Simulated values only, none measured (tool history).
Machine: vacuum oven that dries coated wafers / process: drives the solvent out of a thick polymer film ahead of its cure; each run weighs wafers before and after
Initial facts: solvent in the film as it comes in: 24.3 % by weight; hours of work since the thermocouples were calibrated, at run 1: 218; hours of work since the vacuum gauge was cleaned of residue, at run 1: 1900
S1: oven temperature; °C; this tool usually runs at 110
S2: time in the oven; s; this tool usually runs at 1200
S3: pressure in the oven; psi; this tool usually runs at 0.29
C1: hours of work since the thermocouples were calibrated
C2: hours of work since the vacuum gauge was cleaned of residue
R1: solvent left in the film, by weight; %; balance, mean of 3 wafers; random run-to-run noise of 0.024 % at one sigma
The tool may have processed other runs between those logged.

run     day   S1    S2     S3   C1    C2    R1
  1       0  110  1200   0.29  218  1900  1.73
  2   2.738  110  1200   0.29  260  1942  1.72
  3   4.725  110  1200   0.29  291  1973  1.73
  4   7.804  110  1200   0.29  338  2020  1.77
  5   9.108  108  1200   0.29  358  2040  2.12
  6  12.021  110  1200   0.29  403  2085  1.74
  7    13.6  108  1200   0.29  428  2109  2.07
  8  15.867  110  1200   0.29  462  2144  1.77
  9  18.292  110  1200   0.29  500  2181   1.8
 10  19.608  110  1200   0.29  520  2202  1.79
 11  21.112  118  1200   0.29  543  2225  0.86
 12  23.321  110  1200  0.202  577  2259  1.69
 13  25.346  110  1200   0.29  608  2290  1.81
 14  26.812  110  1200   0.29  631  2313  1.82
 15  29.171  110  1200   0.29  667  2349  1.77
     29.396  -- vacuum gauge cleaned of residue and calibrated
 16  31.217  108  1500  0.912  698    28  2.55
 17  34.329  117  1140  0.664  746    76  1.54
 18  36.371  117  1140  0.426  777   107  1.28
     37.004  -- vacuum gauge cleaned of residue and calibrated, once more
 19  37.929  117  1140  0.426  800    14  1.09
 20  39.921  116  1200  0.364  831    45  0.99
 21  41.733  110  1140  0.978  859    73  2.89
     43.942  -- oven's thermocouples calibrated
 22  44.742  110  1200  0.833   12   118   2.5
 23  47.554  103  1440   0.96   56   161  3.48
 24  50.225  116   960  0.484   97   202  1.68
 25    52.6  116   660  0.271  133   239  3.07
 26  55.712  119   720  0.162  181   287  1.92
 27  58.292   99   720  0.344  221   326  7.68
 28  59.583  101  1200   0.29  241   346  3.61
 29  62.646  101  1200   0.29  288   393  3.64

Forecast each of these 5 alternatives for the next run:
  A  65.3  122  1140  0.231  329  434   ?
  B  65.3  110  1320   0.29  329  434   ?
  C  65.3  124  1200  0.764  329  434   ?
  D  65.3  110   900   0.29  329  434   ?
  E  65.3  101  1860  0.232  329  434   ?

run    R1
  A  0.52
  B  1.45
  C   0.9
  D   2.9
  E   1.6
With the hidden condition removed and each run's random variation left untouched, the same runs would have given:
run    R1
  A  0.48
  B  1.39
  C  0.87
  D  2.81
  E  1.52

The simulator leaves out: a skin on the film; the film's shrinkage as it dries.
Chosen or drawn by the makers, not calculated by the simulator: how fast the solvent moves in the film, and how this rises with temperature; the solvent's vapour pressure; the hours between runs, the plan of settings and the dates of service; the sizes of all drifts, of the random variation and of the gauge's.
